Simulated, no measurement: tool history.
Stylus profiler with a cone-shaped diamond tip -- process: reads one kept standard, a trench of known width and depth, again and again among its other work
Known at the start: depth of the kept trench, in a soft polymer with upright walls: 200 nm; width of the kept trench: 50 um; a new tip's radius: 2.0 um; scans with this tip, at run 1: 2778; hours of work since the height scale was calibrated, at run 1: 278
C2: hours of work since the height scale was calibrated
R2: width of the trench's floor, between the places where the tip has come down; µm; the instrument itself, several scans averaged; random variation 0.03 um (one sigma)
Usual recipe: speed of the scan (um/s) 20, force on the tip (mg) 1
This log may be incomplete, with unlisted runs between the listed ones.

run 1 hour=0 | speed_of_the_scan_(um/s)=20 force_on_the_tip_(mg)=1 | scans_with_this_tip=2778 C2=278 | depth_of_the_trench_(nm)=200.68 R2=47.81
run 2 hour=10.7 | speed_of_the_scan_(um/s)=11 force_on_the_tip_(mg)=1 | scans_with_this_tip=2860 C2=286 | depth_of_the_trench_(nm)=200.76 R2=47.84
run 3 hour=18.5 | speed_of_the_scan_(um/s)=11 force_on_the_tip_(mg)=1.1 | scans_with_this_tip=2919 C2=292 | depth_of_the_trench_(nm)=200.84 R2=47.86
run 4 hour=25.7 | speed_of_the_scan_(um/s)=16 force_on_the_tip_(mg)=1 | scans_with_this_tip=2974 C2=298 | depth_of_the_trench_(nm)=200.66 R2=47.82
run 5 hour=40.3 | speed_of_the_scan_(um/s)=20 force_on_the_tip_(mg)=1 | scans_with_this_tip=3085 C2=309 | depth_of_the_trench_(nm)=200.52 R2=47.79
run 6 hour=52.8 | speed_of_the_scan_(um/s)=6 force_on_the_tip_(mg)=1 | scans_with_this_tip=3180 C2=318 | depth_of_the_trench_(nm)=200.64 R2=47.8
run 7 hour=68.9 | speed_of_the_scan_(um/s)=6 force_on_the_tip_(mg)=1 | scans_with_this_tip=3303 C2=331 | depth_of_the_trench_(nm)=200.49 R2=47.86
run 8 hour=84.1 | speed_of_the_scan_(um/s)=6 force_on_the_tip_(mg)=1 | scans_with_this_tip=3418 C2=342 | depth_of_the_trench_(nm)=200.7 R2=47.87
run 9 hour=99 | speed_of_the_scan_(um/s)=14 force_on_the_tip_(mg)=1 | scans_with_this_tip=3532 C2=353 | depth_of_the_trench_(nm)=200.65 R2=47.73
run 10 hour=107.9 | speed_of_the_scan_(um/s)=20 force_on_the_tip_(mg)=1 | scans_with_this_tip=3599 C2=360 | depth_of_the_trench_(nm)=200.78 R2=47.77
run 11 hour=118.1 | speed_of_the_scan_(um/s)=20 force_on_the_tip_(mg)=1 | scans_with_this_tip=3677 C2=368 | depth_of_the_trench_(nm)=200.62 R2=47.69
run 12 hour=129.7 | speed_of_the_scan_(um/s)=20 force_on_the_tip_(mg)=1 | scans_with_this_tip=3765 C2=377 | depth_of_the_trench_(nm)=200.64 R2=47.72
run 13 hour=138.8 | speed_of_the_scan_(um/s)=78 force_on_the_tip_(mg)=1 | scans_with_this_tip=3835 C2=384 | depth_of_the_trench_(nm)=200.65 R2=47.34
run 14 hour=150.7 | speed_of_the_scan_(um/s)=20 force_on_the_tip_(mg)=1.87 | scans_with_this_tip=3925 C2=393 | depth_of_the_trench_(nm)=200.96 R2=47.73
run 15 hour=167 | speed_of_the_scan_(um/s)=20 force_on_the_tip_(mg)=1.31 | scans_with_this_tip=4049 C2=405 | depth_of_the_trench_(nm)=200.89 R2=47.68
run 16 hour=174.7 | speed_of_the_scan_(um/s)=20 force_on_the_tip_(mg)=1.31 | scans_with_this_tip=4108 C2=411 | depth_of_the_trench_(nm)=200.78 R2=47.68
run 17 hour=191.1 | speed_of_the_scan_(um/s)=20 force_on_the_tip_(mg)=1.31 | scans_with_this_tip=4233 C2=424 | depth_of_the_trench_(nm)=200.59 R2=47.72
run 18 hour=206.2 | speed_of_the_scan_(um/s)=20 force_on_the_tip_(mg)=2.02 | scans_with_this_tip=4347 C2=435 | depth_of_the_trench_(nm)=201.23 R2=47.68
-- hour=207.8 height scale calibrated on a step standard
run 19 hour=216.5 | speed_of_the_scan_(um/s)=20 force_on_the_tip_(mg)=0.35 | scans_with_this_tip=4422 C2=7 | depth_of_the_trench_(nm)=199.94 R2=47.49
run 20 hour=224.3 | speed_of_the_scan_(um/s)=20 force_on_the_tip_(mg)=0.35 | scans_with_this_tip=4481 C2=13 | depth_of_the_trench_(nm)=200.31 R2=47.55
run 21 hour=236.1 | speed_of_the_scan_(um/s)=20 force_on_the_tip_(mg)=0.35 | scans_with_this_tip=4571 C2=22 | depth_of_the_trench_(nm)=200.16 R2=47.53
run 22 hour=247.3 | speed_of_the_scan_(um/s)=20 force_on_the_tip_(mg)=0.35 | scans_with_this_tip=4656 C2=30 | depth_of_the_trench_(nm)=200.07 R2=47.52
run 23 hour=260.7 | speed_of_the_scan_(um/s)=38 force_on_the_tip_(mg)=0.35 | scans_with_this_tip=4758 C2=40 | depth_of_the_trench_(nm)=199.98 R2=47.26
run 24 hour=269.7 | speed_of_the_scan_(um/s)=38 force_on_the_tip_(mg)=0.35 | scans_with_this_tip=4826 C2=47 | depth_of_the_trench_(nm)=200.01 R2=47.29
-- hour=271.5 height scale calibrated on a step standard, once more
run 25 hour=287.3 | speed_of_the_scan_(um/s)=12 force_on_the_tip_(mg)=0.55 | scans_with_this_tip=4957 C2=12 | depth_of_the_trench_(nm)=200.44 R2=47.58
run 26 hour=297.4 | speed_of_the_scan_(um/s)=12 force_on_the_tip_(mg)=0.55 | scans_with_this_tip=5034 C2=20 | depth_of_the_trench_(nm)=200.65 R2=47.6
run 27 hour=314.2 | speed_of_the_scan_(um/s)=43 force_on_the_tip_(mg)=0.7 | scans_with_this_tip=5162 C2=33 | depth_of_the_trench_(nm)=200.65 R2=47.32
run 28 hour=326.8 | speed_of_the_scan_(um/s)=43 force_on_the_tip_(mg)=0.5 | scans_with_this_tip=5257 C2=42 | depth_of_the_trench_(nm)=200.55 R2=47.26
run 29 hour=334.4 | speed_of_the_scan_(um/s)=43 force_on_the_tip_(mg)=0.5 | scans_with_this_tip=5315 C2=48 | depth_of_the_trench_(nm)=200.43 R2=47.24
run 30 hour=348.4 | speed_of_the_scan_(um/s)=12 force_on_the_tip_(mg)=2.74 | scans_with_this_tip=5421 C2=59 | depth_of_the_trench_(nm)=201.71 R2=47.6
run 31 hour=359.3 | speed_of_the_scan_(um/s)=30 force_on_the_tip_(mg)=0.38 | scans_with_this_tip=5505 C2=67 | depth_of_the_trench_(nm)=200.16 R2=47.32
run 32 hour=372.4 | speed_of_the_scan_(um/s)=17 force_on_the_tip_(mg)=1.49 | scans_with_this_tip=5604 C2=77 | depth_of_the_trench_(nm)=201.15 R2=47.53
run 33 hour=386.8 | speed_of_the_scan_(um/s)=15 force_on_the_tip_(mg)=2.74 | scans_with_this_tip=5714 C2=88 | depth_of_the_trench_(nm)=201.45 R2=47.54
run 34 hour=400.9 | speed_of_the_scan_(um/s)=54 force_on_the_tip_(mg)=1.98 | scans_with_this_tip=5821 C2=99 | depth_of_the_trench_(nm)=201.26 R2=47.38
run 35 hour=408.6 | speed_of_the_scan_(um/s)=39 force_on_the_tip_(mg)=1 | scans_with_this_tip=5880 C2=104 | depth_of_the_trench_(nm)=200.72 R2=47.31
run 36 hour=415.8 | speed_of_the_scan_(um/s)=25 force_on_the_tip_(mg)=0.35 | scans_with_this_tip=5934 C2=110 | depth_of_the_trench_(nm)=200.35 R2=47.29
run 37 hour=425.5 | speed_of_the_scan_(um/s)=25 force_on_the_tip_(mg)=0.35 | scans_with_this_tip=6008 C2=117 | depth_of_the_trench_(nm)=200.35 R2=47.33
run 38 hour=434.3 | speed_of_the_scan_(um/s)=24 force_on_the_tip_(mg)=0.79 | scans_with_this_tip=6076 C2=124 | depth_of_the_trench_(nm)=200.7 R2=47.35
run 39 hour=447.5 | speed_of_the_scan_(um/s)=24 force_on_the_tip_(mg)=0.79 | scans_with_this_tip=6176 C2=134 | depth_of_the_trench_(nm)=200.6 R2=47.47
run 40 hour=455.1 | speed_of_the_scan_(um/s)=24 force_on_the_tip_(mg)=0.93 | scans_with_this_tip=6233 C2=140 | depth_of_the_trench_(nm)=200.73 R2=47.36
run 41 hour=464.7 | speed_of_the_scan_(um/s)=24 force_on_the_tip_(mg)=0.93 | scans_with_this_tip=6307 C2=147 | depth_of_the_trench_(nm)=200.69 R2=47.43
run 42 hour=481.2 | speed_of_the_scan_(um/s)=24 force_on_the_tip_(mg)=0.93 | scans_with_this_tip=6432 C2=160 | depth_of_the_trench_(nm)=200.78 R2=47.41
run 43 hour=489.7 | speed_of_the_scan_(um/s)=8 force_on_the_tip_(mg)=0.97 | scans_with_this_tip=6497 C2=166 | depth_of_the_trench_(nm)=200.69 R2=47.52
run 44 hour=500.2 | speed_of_the_scan_(um/s)=26 force_on_the_tip_(mg)=1.09 | scans_with_this_tip=6577 C2=174 | depth_of_the_trench_(nm)=200.84 R2=47.38
run 45 hour=507.3 | speed_of_the_scan_(um/s)=26 force_on_the_tip_(mg)=1.09 | scans_with_this_tip=6631 C2=180 | depth_of_the_trench_(nm)=200.77 R2=47.44
run 46 hour=516.5 | speed_of_the_scan_(um/s)=26 force_on_the_tip_(mg)=0.68 | scans_with_this_tip=6701 C2=187 | depth_of_the_trench_(nm)=200.48 R2=47.36

Branching from run 46: 3 alternative next runs. What would each branch give?
run A hour=528.3 | speed_of_the_scan_(um/s)=68 force_on_the_tip_(mg)=1.27 | scans_with_this_tip=6791 C2=196 | depth_of_the_trench_(nm)=? R2=?
run B hour=528.3 | speed_of_the_scan_(um/s)=26 force_on_the_tip_(mg)=1.2 | scans_with_this_tip=6791 C2=196 | depth_of_the_trench_(nm)=? R2=?
run C hour=528.3 | speed_of_the_scan_(um/s)=26 force_on_the_tip_(mg)=1.6 | scans_with_this_tip=6791 C2=196 | depth_of_the_trench_(nm)=? R2=?

run=A depth_of_the_trench_(nm)=200.76 R2=47.08
run=B depth_of_the_trench_(nm)=200.72 R2=47.4
run=C depth_of_the_trench_(nm)=200.94 R2=47.44
Stripped of hidden state, with their random variation kept, the same runs would have yielded:
run=A depth_of_the_trench_(nm)=200.93 R2=47.79
run=B depth_of_the_trench_(nm)=200.88 R2=48.11
run=C depth_of_the_trench_(nm)=201.11 R2=48.16

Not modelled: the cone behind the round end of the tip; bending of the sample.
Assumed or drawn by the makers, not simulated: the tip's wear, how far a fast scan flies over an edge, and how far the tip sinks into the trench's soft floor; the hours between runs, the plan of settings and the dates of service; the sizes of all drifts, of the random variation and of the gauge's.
